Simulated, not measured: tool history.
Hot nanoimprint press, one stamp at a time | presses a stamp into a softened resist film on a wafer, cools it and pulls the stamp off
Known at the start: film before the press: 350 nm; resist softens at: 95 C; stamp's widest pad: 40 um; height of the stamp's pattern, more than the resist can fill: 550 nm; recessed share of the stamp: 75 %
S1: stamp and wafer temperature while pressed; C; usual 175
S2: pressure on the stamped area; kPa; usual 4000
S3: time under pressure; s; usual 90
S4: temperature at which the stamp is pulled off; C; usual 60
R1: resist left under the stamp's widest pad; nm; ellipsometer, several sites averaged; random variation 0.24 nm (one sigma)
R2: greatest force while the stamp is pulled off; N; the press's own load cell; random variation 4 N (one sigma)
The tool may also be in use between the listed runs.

Run 1, day 0: usual settings. Result: R1 190.9 nm, R2 191 N.
Run 2, day 1.042: usual settings. Result: R1 190.1 nm, R2 194 N.
Run 3, day 1.721: usual settings. Result: R1 190.3 nm, R2 195 N.
Run 4, day 2.346: usual settings. Result: R1 189.8 nm, R2 188 N.
Run 5, day 3.35: usual settings but S1 182 C. Result: R1 156 nm, R2 195 N.
Run 6, day 4.246: usual settings but S1 182 C. Result: R1 156 nm, R2 198 N.
Run 7, day 4.775: usual settings. Result: R1 188.9 nm, R2 199 N.
Run 8, day 5.396: usual settings. Result: R1 189 nm, R2 195 N.
Run 9, day 6.283: usual settings. Result: R1 188.7 nm, R2 193 N.
Run 10, day 7.254: usual settings but S4 62 C. Result: R1 188.4 nm, R2 185 N.
Run 11, day 8.308: usual settings but S4 62 C. Result: R1 187.9 nm, R2 194 N.
Run 12, day 8.821: usual settings but S4 62 C. Result: R1 188 nm, R2 194 N.
Run 13, day 9.288: usual settings but S4 62 C. Result: R1 187.8 nm, R2 196 N.
Run 14, day 9.742: usual settings but S4 62 C. Result: R1 187.5 nm, R2 192 N.
Run 15, day 10.212: usual settings but S4 66 C. Result: R1 187.5 nm, R2 174 N.
Run 16, day 10.896: usual settings but S1 185 C, S3 159 s, S4 49 C. Result: R1 114.2 nm, R2 227 N.
Run 17, day 11.771: usual settings but S1 185 C, S2 4220 kPa, S3 159 s, S4 49 C. Result: R1 110.9 nm, R2 226 N.
Run 18, day 12.408: usual settings but S1 185 C, S2 4220 kPa, S3 159 s, S4 49 C. Result: R1 110.8 nm, R2 227 N.
At day 13.583: stamp cleaned and given a new release coat.
Run 19, day 13.671: usual settings but S1 178 C, S3 87 s. Result: R1 173.9 nm, R2 186 N.
Run 20, day 14.562: usual settings but S1 176 C. Result: R1 181.5 nm, R2 195 N.
Run 21, day 15.608: usual settings but S2 3710 kPa. Result: R1 191.6 nm, R2 196 N.
At day 16.625: plate thermocouple calibrated.
Run 22, day 16.796: usual settings but S1 171 C, S2 3710 kPa, S3 64 s. Result: R1 233.5 nm, R2 186 N.
Run 23, day 17.9: usual settings but S1 169 C, S2 2420 kPa, S3 54 s. Result: R1 281.1 nm, R2 196 N.
At day 18.883: gauge calibrated.
Run 24, day 18.925: usual settings but S1 185 C, S2 2420 kPa, S3 54 s. Result: R1 215.2 nm, R2 195 N.
Run 25, day 19.388: usual settings but S1 185 C, S2 4500 kPa, S3 68 s, S4 61 C. Result: R1 151.3 nm, R2 193 N.
Run 26, day 19.912: usual settings but S1 168 C, S3 172 s. Result: R1 189.2 nm, R2 198 N.
Run 27, day 20.717: usual settings but S1 183 C, S2 4110 kPa, S3 100 s, S4 49 C. Result: R1 144.5 nm, R2 225 N.
Run 28, day 21.85: usual settings but S1 185 C, S2 4110 kPa, S3 100 s, S4 49 C. Result: R1 136.3 nm, R2 228 N.
Run 29, day 22.542: usual settings but S1 185 C, S2 4110 kPa, S3 100 s, S4 49 C. Result: R1 136.1 nm, R2 238 N.

Forecast each of these 5 alternatives for the next run:
Run A, day 23.471: usual settings but S1 185 C, S2 4110 kPa, S3 52 s, S4 49 C. Result: R1 ?, R2 ?.
Run B, day 23.471: usual settings but S1 185 C, S2 3990 kPa, S3 100 s, S4 49 C. Result: R1 ?, R2 ?.
Run C, day 23.471: usual settings but S3 58 s, S4 63 C. Result: R1 ?, R2 ?.
Run D, day 23.471: usual settings but S1 173 C, S2 5280 kPa, S3 100 s, S4 46 C. Result: R1 ?, R2 ?.
Run E, day 23.471: usual settings but S1 177 C, S2 4110 kPa, S3 100 s, S4 66 C. Result: R1 ?, R2 ?.

run     R1   R2
  A  172.4  232
  B  138.5  232
  C  216.4  190
  D  170.1  238
  E  170.5  176
Without the tool's hidden state the same runs would have given:
run     R1   R2
  A  173.6  229
  B  139.5  229
  C    218  188
  D  171.4  235
  E  171.7  174
